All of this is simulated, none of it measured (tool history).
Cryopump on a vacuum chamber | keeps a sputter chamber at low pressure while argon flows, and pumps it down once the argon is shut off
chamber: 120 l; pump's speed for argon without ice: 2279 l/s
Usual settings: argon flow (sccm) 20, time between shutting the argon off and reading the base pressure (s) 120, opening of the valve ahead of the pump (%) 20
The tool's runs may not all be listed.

run,day,argon flow (sccm),time between shutting the argon off and reading the base pressure (s),opening of the valve ahead of the pump (%),pressure while argon flows (Pa),pressure after the wait (uPa)
1,0.000,20,120,20,0.0762,1.90
2,2.075,20,120,20,0.0755,1.96
3,3.854,20,114,20,0.0759,1.96
4,4.746,11,120,20,0.0418,1.96
5,6.296,11,120,20,0.0420,2.03
6,7.225,20,120,21,0.0736,2.01
7,8.567,20,120,20,0.0770,2.05
8,10.000,27,120,20,0.1044,2.02
9,11.462,27,120,20,0.1040,2.13
10,13.046,20,120,34,0.0465,2.11
11,14.029,20,120,32,0.0498,2.21
12,15.692,20,120,32,0.0504,2.21
13,16.996,20,120,32,0.0506,2.21
# day 18.683: pump warmed up, emptied and cooled again
14,18.717,14,120,32,0.0329,1.83
15,20.475,14,120,32,0.0329,1.94
16,22.288,9,120,20,0.0338,1.93
17,23.900,20,120,20,0.0741,1.98
18,25.817,20,32,20,0.0752,3.53
19,27.683,21,172,29,0.0550,1.95
20,29.517,20,120,24,0.0633,2.08
21,30.900,38,42,40,0.0739,3.02
22,32.729,38,42,40,0.0736,3.04
23,33.617,30,196,19,0.1196,1.99
24,35.558,30,196,19,0.1202,1.95
# day 37.492: leaking fittings of the chamber tightened, without venting
25,37.492,13,118,40,0.0257,0.71
26,39.467,27,174,40,0.0538,0.54
27,40.521,27,174,40,0.0534,0.54
28,42.388,27,174,40,0.0542,0.55
29,43.308,17,32,16,0.0813,2.15
30,44.429,17,69,16,0.0815,1.16
31,46.500,27,120,28,0.0769,0.79
32,48.046,10,31,59,0.0148,2.35
# day 49.100: pump warmed up, emptied and cooled again
33,49.862,10,90,42,0.0179,0.92
34,50.992,10,90,42,0.0183,0.92
35,52.196,20,38,25,0.0598,1.87

Hidden state or all else? Some run-to-run changes of pressure while argon flows (Pa), split into what the settings, what came in and random variation would give without the hidden state, and what is left for the hidden state (with any gauge scatter that isn't in both results):
The hidden state here: pump's speed, % of a pump's without ice; cold plate's temperature, K; leak into the chamber, uPa l/s; drift of the gauge itself on working_pa, %; drift of the gauge itself on base_upa, %.
Run 9 -> 10: argon flow (sccm) 27 -> 20, opening of the valve ahead of the pump (%) 20 -> 34. pressure while argon flows (Pa) -0.0575: hidden state -0.0009, all else -0.0566.
Run 13 -> 14: argon flow (sccm) 20 -> 14, pump warmed up, emptied and cooled again. pressure while argon flows (Pa) -0.0177: hidden state -0.0038, all else -0.0139.
Run 24 -> 25: argon flow (sccm) 30 -> 13, time between shutting the argon off and reading the base pressure (s) 196 -> 118, opening of the valve ahead of the pump (%) 19 -> 40, leaking fittings of the chamber tightened, without venting. pressure while argon flows (Pa) -0.0945: hidden state -0.0017, all else -0.0928.
Run 30 -> 31: argon flow (sccm) 17 -> 27, time between shutting the argon off and reading the base pressure (s) 69 -> 120, opening of the valve ahead of the pump (%) 16 -> 28. pressure while argon flows (Pa) -0.0046: hidden state +0.0022, all else -0.0068.
Run 31 -> 32: argon flow (sccm) 27 -> 10, time between shutting the argon off and reading the base pressure (s) 120 -> 31, opening of the valve ahead of the pump (%) 28 -> 59. pressure while argon flows (Pa) -0.0621: hidden state -0.0030, all else -0.0591.

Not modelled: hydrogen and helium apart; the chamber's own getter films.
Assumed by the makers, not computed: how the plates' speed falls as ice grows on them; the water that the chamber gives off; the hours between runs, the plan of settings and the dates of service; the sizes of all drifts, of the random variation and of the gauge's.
